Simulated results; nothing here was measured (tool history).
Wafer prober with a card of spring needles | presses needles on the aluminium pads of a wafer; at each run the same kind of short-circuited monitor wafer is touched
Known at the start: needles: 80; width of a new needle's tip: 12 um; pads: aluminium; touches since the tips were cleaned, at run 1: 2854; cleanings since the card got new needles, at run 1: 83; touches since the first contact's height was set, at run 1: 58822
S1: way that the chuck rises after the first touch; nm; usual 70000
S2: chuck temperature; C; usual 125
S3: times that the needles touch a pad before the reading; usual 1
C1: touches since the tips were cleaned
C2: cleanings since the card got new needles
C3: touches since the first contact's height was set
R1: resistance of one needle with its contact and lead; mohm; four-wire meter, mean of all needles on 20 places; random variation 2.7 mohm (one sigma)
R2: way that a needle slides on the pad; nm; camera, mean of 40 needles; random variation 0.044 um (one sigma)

run 1 day=0 | S1=70000 S2=125 S3=1 | C1=2854 C2=83 C3=58822 | R1=310 R2=18480
-- day=0.321 tips cleaned on abrasive film
-- day=1.108 tips cleaned on abrasive film
run 2 day=1.312 | S1=77000 S2=125 S3=1 | C1=1490 C2=85 C3=68212 | R1=308 R2=20310
-- day=1.85 tips cleaned on abrasive film
-- day=2.654 tips cleaned on abrasive film
run 3 day=2.725 | S1=77000 S2=125 S3=1 | C1=485 C2=87 C3=78287 | R1=307 R2=20290
-- day=3.433 tips cleaned on abrasive film
-- day=4.238 tips cleaned on abrasive film
-- day=5.012 tips cleaned on abrasive film
run 4 day=5.029 | S1=77000 S2=125 S3=1 | C1=125 C2=90 C3=94780 | R1=305 R2=20370
-- day=5.779 tips cleaned on abrasive film
-- day=6.512 tips cleaned on abrasive film
-- day=7.233 tips cleaned on abrasive film
run 5 day=7.517 | S1=70000 S2=125 S3=1 | C1=2058 C2=93 C3=112592 | R1=303 R2=18510
-- day=7.958 tips cleaned on abrasive film
-- day=8.7 tips cleaned on abrasive film
run 6 day=8.929 | S1=70000 S2=125 S3=1 | C1=1640 C2=95 C3=122674 | R1=311 R2=18530
-- day=9.462 tips cleaned on abrasive film
-- day=10.217 tips cleaned on abrasive film
-- day=11.021 tips cleaned on abrasive film
run 7 day=11.292 | S1=70000 S2=125 S3=1 | C1=1958 C2=98 C3=139592 | R1=306 R2=18520
-- day=11.896 tips cleaned on abrasive film
-- day=12.775 tips cleaned on abrasive film
run 8 day=13.1 | S1=70000 S2=125 S3=1 | C1=2342 C2=100 C3=152538 | R1=305 R2=18580
-- day=13.517 tips cleaned on abrasive film
-- day=14.333 tips cleaned on abrasive film
run 9 day=14.392 | S1=70000 S2=125 S3=1 | C1=411 C2=102 C3=161749 | R1=306 R2=18580
-- day=15.158 tips cleaned on abrasive film
run 10 day=15.633 | S1=70000 S2=125 S3=1 | C1=3437 C2=103 C3=170671 | R1=309 R2=18490
-- day=15.975 tips cleaned on abrasive film
-- day=16.762 tips cleaned on abrasive film
run 11 day=17.108 | S1=70000 S2=125 S3=1 | C1=2495 C2=105 C3=181222 | R1=304 R2=18550
-- day=17.592 tips cleaned on abrasive film
-- day=18.304 tips cleaned on abrasive film
-- day=19.092 tips cleaned on abrasive film
-- day=19.238 height of the first contact set anew
run 12 day=19.283 | S1=70000 S2=28 S3=1 | C1=1302 C2=108 C3=340 | R1=279 R2=18660
-- day=19.958 tips cleaned on abrasive film
-- day=20.733 tips cleaned on abrasive film
-- day=21.45 tips cleaned on abrasive film
run 13 day=21.45 | S1=70000 S2=28 S3=1 | C1=0 C2=111 C3=15839 | R1=282 R2=18660
-- day=22.242 tips cleaned on abrasive film
-- day=23.054 tips cleaned on abrasive film
run 14 day=23.204 | S1=70000 S2=28 S3=1 | C1=1084 C2=113 C3=28379 | R1=278 R2=18670
-- day=23.846 tips cleaned on abrasive film
-- day=24.7 tips cleaned on abrasive film
run 15 day=25.388 | S1=70000 S2=28 S3=1 | C1=4966 C2=115 C3=44046 | R1=275 R2=18710
-- day=25.533 tips cleaned on abrasive film
-- day=26.279 tips cleaned on abrasive film
-- day=27 tips cleaned on abrasive film
run 16 day=27 | S1=52000 S2=125 S3=2 | C1=0 C2=118 C3=55548 | R1=311 R2=13880
-- day=27.846 tips cleaned on abrasive film
-- day=28.567 tips cleaned on abrasive film
-- day=29.346 tips cleaned on abrasive film
run 17 day=29.475 | S1=52000 S2=35 S3=2 | C1=934 C2=121 C3=73242 | R1=284 R2=13900
-- day=30.138 tips cleaned on abrasive film
-- day=30.883 tips cleaned on abrasive film
-- day=31.642 tips cleaned on abrasive film
run 18 day=31.812 | S1=52000 S2=35 S3=2 | C1=1243 C2=124 C3=89979 | R1=284 R2=13940
-- day=32.454 tips cleaned on abrasive film
-- day=33.254 tips cleaned on abrasive film
run 19 day=33.446 | S1=83000 S2=71 S3=2 | C1=1383 C2=126 C3=101656 | R1=292 R2=22190
-- day=33.975 tips cleaned on abrasive film
run 20 day=34.625 | S1=56000 S2=125 S3=2 | C1=4687 C2=127 C3=110126 | R1=307 R2=15000
-- day=34.796 tips cleaned on abrasive film
-- day=35.554 tips cleaned on abrasive film
run 21 day=36.079 | S1=56000 S2=125 S3=2 | C1=3775 C2=129 C3=120510 | R1=311 R2=14950
-- day=36.438 tips cleaned on abrasive film
-- day=37.154 tips cleaned on abrasive film
run 22 day=37.517 | S1=80000 S2=46 S3=3 | C1=2626 C2=131 C3=130804 | R1=280 R2=21360
-- day=37.875 tips cleaned on abrasive film
-- day=38.588 tips cleaned on abrasive film
run 23 day=38.875 | S1=80000 S2=46 S3=3 | C1=2078 C2=133 C3=140510 | R1=276 R2=21390
-- day=39.388 tips cleaned on abrasive film
-- day=40.133 tips cleaned on abrasive film
-- day=40.871 tips cleaned on abrasive film
run 24 day=41.104 | S1=80000 S2=46 S3=3 | C1=1665 C2=136 C3=156441 | R1=282 R2=21470
-- day=41.754 tips cleaned on abrasive film
-- day=42.479 tips cleaned on abrasive film
run 25 day=42.504 | S1=80000 S2=46 S3=3 | C1=195 C2=138 C3=166460 | R1=280 R2=21400
-- day=43.296 tips cleaned on abrasive film
run 26 day=43.679 | S1=90000 S2=125 S3=1 | C1=2761 C2=139 C3=174885 | R1=304 R2=24170
-- day=44.038 tips cleaned on abrasive film
-- day=44.762 tips cleaned on abrasive film
run 27 day=45.175 | S1=57000 S2=48 S3=1 | C1=2955 C2=141 C3=185571 | R1=290 R2=15320
-- day=45.533 tips cleaned on abrasive film
-- day=46.346 tips cleaned on abrasive film
-- day=46.688 height of the first contact set anew
-- day=47.196 tips cleaned on abrasive film
run 28 day=47.596 | S1=57000 S2=48 S3=1 | C1=2857 C2=144 C3=6491 | R1=285 R2=15320
-- day=48.038 tips cleaned on abrasive film
-- day=48.792 tips cleaned on abrasive film
-- day=49.592 tips cleaned on abrasive film
run 29 day=49.846 | S1=69000 S2=26 S3=1 | C1=1812 C2=147 C3=22583 | R1=280 R2=18540

5 ways to go on from here, each from the tool as it stands after run 29. What would each give?
-- day=50.45 tips cleaned on abrasive film
run A day=51.058 | S1=71000 S2=83 S3=2 | C1=4354 C2=148 C3=31274 | R1=? R2=?
-- day=50.45 tips cleaned on abrasive film
run B day=51.058 | S1=70000 S2=48 S3=2 | C1=4354 C2=148 C3=31274 | R1=? R2=?
-- day=50.45 tips cleaned on abrasive film
run C day=51.058 | S1=62000 S2=55 S3=3 | C1=4354 C2=148 C3=31274 | R1=? R2=?
-- day=50.45 tips cleaned on abrasive film
run D day=51.058 | S1=70000 S2=125 S3=2 | C1=4354 C2=148 C3=31274 | R1=? R2=?
-- day=50.45 tips cleaned on abrasive film
run E day=51.058 | S1=63000 S2=58 S3=1 | C1=4354 C2=148 C3=31274 | R1=? R2=?

run=A R1=293 R2=19040
run=B R1=283 R2=18790
run=C R1=291 R2=16770
run=D R1=305 R2=18790
run=E R1=286 R2=16940
Without the tool's hidden state the same runs would have given:
run=A R1=292 R2=18690
run=B R1=283 R2=18450
run=C R1=290 R2=16470
run=D R1=305 R2=18450
run=E R1=285 R2=16620
